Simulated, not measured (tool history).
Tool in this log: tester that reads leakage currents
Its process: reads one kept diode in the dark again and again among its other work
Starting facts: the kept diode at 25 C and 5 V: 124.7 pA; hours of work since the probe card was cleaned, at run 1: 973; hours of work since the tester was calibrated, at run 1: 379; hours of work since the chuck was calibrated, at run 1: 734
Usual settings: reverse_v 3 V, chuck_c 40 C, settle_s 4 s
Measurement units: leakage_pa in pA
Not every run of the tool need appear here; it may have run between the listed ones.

run,hour,reverse_v,chuck_c,settle_s,hours of work since the probe card was cleaned,hours of work since the tester was calibrated,hours of work since the chuck was calibrated,leakage_pa
1,0,3,40,4,973,379,734,361.68
2,67.2,1.09,40,4,1002,408,763,219.64
3,110.8,1.09,40,4,1021,427,782,219.27
4,146.8,1.09,40,4,1037,443,798,220.31
5,194.2,3,40,4,1058,464,819,363.67
6,240.7,3,40,4,1078,484,839,363.92
7,301.4,3,40,4,1105,511,866,364.77
8,350.3,3,40,2.32,1126,532,887,364.29
# hour 359.1: probe card cleaned and baked
9,395.2,3,40,1.68,16,551,905,366.52
10,446.9,3,40,1.68,39,573,928,366.02
11,479.4,3,24,4,53,588,942,92.97
12,542.6,3,24,4,80,615,970,93.12
# hour 564.6: probe card cleaned and baked, once more
13,605,3,40,0.39,18,641,996,368.94
14,667.8,3,40,0.39,45,669,1024,367.08
15,727.7,12.03,32,4,71,695,1050,369.9

Forecast run 16:
16,778.9,3,48,0.78,94,717,1072,?

Run 16 measured leakage_pa 695.18 pA.
Were there no unlogged condition in the tool, this run, its random variation unchanged, would have produced leakage_pa 676.47 pA.
